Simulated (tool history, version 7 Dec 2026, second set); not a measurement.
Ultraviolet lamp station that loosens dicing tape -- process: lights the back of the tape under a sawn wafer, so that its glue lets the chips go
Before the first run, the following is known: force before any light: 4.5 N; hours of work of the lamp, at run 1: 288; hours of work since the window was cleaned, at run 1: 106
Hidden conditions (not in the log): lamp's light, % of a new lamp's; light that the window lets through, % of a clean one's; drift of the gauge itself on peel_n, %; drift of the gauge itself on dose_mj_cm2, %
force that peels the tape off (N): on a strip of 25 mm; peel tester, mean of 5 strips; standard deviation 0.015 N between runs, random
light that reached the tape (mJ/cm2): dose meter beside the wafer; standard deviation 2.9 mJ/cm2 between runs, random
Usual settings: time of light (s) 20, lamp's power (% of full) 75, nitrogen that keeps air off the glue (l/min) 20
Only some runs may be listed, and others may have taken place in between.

run,hour,time of light (s),lamp's power (% of full),nitrogen that keeps air off the glue (l/min),hours of work of the lamp,hours of work since the window was cleaned,force that peels the tape off (N),light that reached the tape (mJ/cm2)
1,0.0,20,75,20,288,106,0.820,374
2,17.4,20,75,27,300,118,0.679,372
3,41.7,20,75,27,316,134,0.674,370
4,54.5,20,75,7,325,143,1.484,368
5,66.7,20,75,7,333,151,1.553,367
6,89.4,32,75,20,348,166,0.412,577
7,107.6,10,75,20,361,178,1.883,181
8,118.3,10,75,20,368,186,1.913,180
9,137.0,10,75,20,380,198,1.917,177
10,156.8,20,69,20,394,212,1.013,322
11,173.8,20,69,20,405,223,1.079,322
12,190.3,20,75,20,416,234,0.919,351
13,211.3,18,77,6,430,248,1.870,321
14,222.3,15,75,33,438,255,1.054,258
15,245.7,20,91,27,453,271,0.578,409
16,265.4,29,71,20,467,284,0.577,461
17,281.2,20,94,38,477,295,0.449,427

The next listed run, before its measurement:
18,305.0,36,100,25,493,311,?,?

{"run 18": {"force that peels the tape off (N)": 0.231, "light that reached the tape (mJ/cm2)": 802}}
If the tool had no hidden condition, the same run with the same run-to-run variation would have returned force that peels the tape off (N) 0.197, light that reached the tape (mJ/cm2) 1016.
